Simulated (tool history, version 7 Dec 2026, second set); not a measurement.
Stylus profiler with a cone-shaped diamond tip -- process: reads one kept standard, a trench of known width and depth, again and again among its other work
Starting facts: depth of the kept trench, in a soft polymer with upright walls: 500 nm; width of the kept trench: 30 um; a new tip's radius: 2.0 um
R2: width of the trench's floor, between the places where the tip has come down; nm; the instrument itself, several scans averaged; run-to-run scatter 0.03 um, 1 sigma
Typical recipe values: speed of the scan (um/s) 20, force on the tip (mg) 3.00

{"run": 1, "day": 0.0, "speed of the scan (um/s)": 20, "force on the tip (mg)": 3.0, "depth of the trench (Å)": 5043.9, "R2": 26280}
{"run": 2, "day": 1.842, "speed of the scan (um/s)": 20, "force on the tip (mg)": 3.0, "depth of the trench (Å)": 5042.7, "R2": 26320}
{"run": 3, "day": 2.875, "speed of the scan (um/s)": 20, "force on the tip (mg)": 3.0, "depth of the trench (Å)": 5043.7, "R2": 26300}
{"run": 4, "day": 4.196, "speed of the scan (um/s)": 20, "force on the tip (mg)": 3.0, "depth of the trench (Å)": 5042.1, "R2": 26320}
{"run": 5, "day": 6.229, "speed of the scan (um/s)": 20, "force on the tip (mg)": 5.66, "depth of the trench (Å)": 5065.2, "R2": 26230}
{"run": 6, "day": 8.362, "speed of the scan (um/s)": 20, "force on the tip (mg)": 3.0, "depth of the trench (Å)": 5037.7, "R2": 26340}
{"run": 7, "day": 9.967, "speed of the scan (um/s)": 27, "force on the tip (mg)": 3.0, "depth of the trench (Å)": 5040.6, "R2": 26230}
{"run": 8, "day": 11.021, "speed of the scan (um/s)": 27, "force on the tip (mg)": 3.0, "depth of the trench (Å)": 5038.3, "R2": 26270}
{"run": 9, "day": 11.95, "speed of the scan (um/s)": 33, "force on the tip (mg)": 3.0, "depth of the trench (Å)": 5038.9, "R2": 26200}
{"run": 10, "day": 13.217, "speed of the scan (um/s)": 33, "force on the tip (mg)": 3.0, "depth of the trench (Å)": 5041.6, "R2": 26210}
{"run": 11, "day": 14.3, "speed of the scan (um/s)": 33, "force on the tip (mg)": 3.0, "depth of the trench (Å)": 5042.4, "R2": 26190}
{"run": 12, "day": 16.021, "speed of the scan (um/s)": 33, "force on the tip (mg)": 3.0, "depth of the trench (Å)": 5036.5, "R2": 26230}
{"run": 13, "day": 17.454, "speed of the scan (um/s)": 33, "force on the tip (mg)": 3.0, "depth of the trench (Å)": 5037.3, "R2": 26170}
{"run": 14, "day": 18.55, "speed of the scan (um/s)": 33, "force on the tip (mg)": 3.0, "depth of the trench (Å)": 5035.6, "R2": 26180}
{"run": 15, "day": 20.508, "speed of the scan (um/s)": 33, "force on the tip (mg)": 3.0, "depth of the trench (Å)": 5035.4, "R2": 26070}
{"run": 16, "day": 22.283, "speed of the scan (um/s)": 8, "force on the tip (mg)": 1.37, "depth of the trench (Å)": 5016.1, "R2": 26210}
{"run": 17, "day": 23.658, "speed of the scan (um/s)": 10, "force on the tip (mg)": 7.3, "depth of the trench (Å)": 5070.7, "R2": 26200}
{"run": 18, "day": 25.629, "speed of the scan (um/s)": 18, "force on the tip (mg)": 6.03, "depth of the trench (Å)": 5061.8, "R2": 26160}
{"run": 19, "day": 26.775, "speed of the scan (um/s)": 73, "force on the tip (mg)": 5.36, "depth of the trench (Å)": 5055.5, "R2": 26000}
{"run": 20, "day": 28.029, "speed of the scan (um/s)": 6, "force on the tip (mg)": 3.0, "depth of the trench (Å)": 5030.6, "R2": 26170}
{"run": 21, "day": 29.675, "speed of the scan (um/s)": 14, "force on the tip (mg)": 6.23, "depth of the trench (Å)": 5060.9, "R2": 26150}
{"run": 22, "day": 31.846, "speed of the scan (um/s)": 14, "force on the tip (mg)": 6.23, "depth of the trench (Å)": 5059.7, "R2": 26110}
{"run": 23, "day": 33.804, "speed of the scan (um/s)": 14, "force on the tip (mg)": 6.23, "depth of the trench (Å)": 5060.2, "R2": 26080}
{"run": 24, "day": 35.8, "speed of the scan (um/s)": 7, "force on the tip (mg)": 3.0, "depth of the trench (Å)": 5030.9, "R2": 26140}
{"run": 25, "day": 37.467, "speed of the scan (um/s)": 7, "force on the tip (mg)": 3.0, "depth of the trench (Å)": 5027.3, "R2": 26100}

Below, some changes in depth of the trench (Å) between adjacent runs. For each, the amount present without the hidden state too (settings, incoming material, random variation) and the amount remaining for the hidden state with gauge scatter not shared by both compared results:
Unlogged tool condition in this case: radius of the tip, um; height scale over the true one, %; drift of the gauge itself on depth_nm, %; drift of the gauge itself on floor_um, %.
Run 4 -> 5: force on the tip (mg) 3.00 -> 5.66. depth of the trench (Å) +23.1: hidden state -0.9, all else +24.0.
Run 16 -> 17: speed of the scan (um/s) 8 -> 10, force on the tip (mg) 1.37 -> 7.30. depth of the trench (Å) +54.6: hidden state -0.7, all else +55.3.
Run 20 -> 21: speed of the scan (um/s) 6 -> 14, force on the tip (mg) 3.00 -> 6.23. depth of the trench (Å) +30.3: hidden state -0.7, all else +31.0.
Run 21 -> 22: no setting touched and nothing written in the log between the runs. depth of the trench (Å) -1.2: hidden state -1.0, all else -0.2.
